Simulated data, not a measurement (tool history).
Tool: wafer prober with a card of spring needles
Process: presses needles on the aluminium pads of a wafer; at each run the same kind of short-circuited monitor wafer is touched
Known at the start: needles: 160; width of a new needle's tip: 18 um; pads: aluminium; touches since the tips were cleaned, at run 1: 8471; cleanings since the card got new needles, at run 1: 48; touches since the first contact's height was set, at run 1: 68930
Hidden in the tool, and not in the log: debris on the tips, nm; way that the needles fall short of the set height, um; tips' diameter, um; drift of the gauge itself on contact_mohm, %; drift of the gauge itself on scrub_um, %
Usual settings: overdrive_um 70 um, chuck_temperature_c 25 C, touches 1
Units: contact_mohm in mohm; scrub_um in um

run,hour,overdrive_um,chuck_temperature_c,touches,touches since the tips were cleaned,cleanings since the card got new needles,touches since the first contact's height was set,contact_mohm,scrub_um
1,0,70,25,1,8471,48,68930,384,14.016
# hour 1.9: tips cleaned on abrasive film
2,24.9,70,25,1,6348,49,75787,360,14
# hour 36.2: tips cleaned on abrasive film
# hour 69.8: tips cleaned on abrasive film
3,69.8,74,25,1,0,51,88141,244,14.789
4,100.1,70,25,1,8379,51,96520,378,13.974
# hour 104.2: tips cleaned on abrasive film
5,120,70,25,1,4357,52,101998,346,13.973
# hour 136.4: tips cleaned on abrasive film
6,158.1,70,25,3,5998,53,112519,271,13.956
# hour 169.2: tips cleaned on abrasive film
7,191.6,70,25,3,6193,54,121738,282,13.944
# hour 201.5: tips cleaned on abrasive film
# hour 234.5: tips cleaned on abrasive film
8,234.9,70,25,3,102,56,133662,233,13.937
# hour 267.7: tips cleaned on abrasive film
9,267.7,70,25,1,0,57,142703,248,13.91
# hour 301.3: tips cleaned on abrasive film
10,304.7,70,25,1,954,58,152925,270,13.92
# hour 335: tips cleaned on abrasive film
11,341.4,62,25,1,1762,59,163031,319,12.306
# hour 368.3: tips cleaned on abrasive film
12,381,62,25,1,3503,60,173958,350,12.274
# hour 401.9: tips cleaned on abrasive film
13,408.9,62,25,1,1949,61,181656,327,12.258
14,427.3,62,25,1,7022,61,186729,412,12.278
# hour 436.6: tips cleaned on abrasive film
# hour 468.9: tips cleaned on abrasive film
# hour 469.2: height of the first contact set anew
15,469.2,81,123,1,0,63,0,265,16.286
16,499.6,62,123,1,8384,63,8384,413,12.477
# hour 501.7: tips cleaned on abrasive film
17,521.2,71,41,2,5382,64,14339,304,14.282
# hour 534.8: tips cleaned on abrasive film
18,540.9,71,41,2,1677,65,19755,265,14.271

The next listed run, before its measurement:
# hour 568.2: tips cleaned on abrasive film
19,568.8,79,55,1,167,66,27456,?,?

{"run 19": {"contact_mohm": 247, "scrub_um": 15.857}}
Without the tool's hidden state the same run would have given contact_mohm 233 mohm, scrub_um 15.891 um.
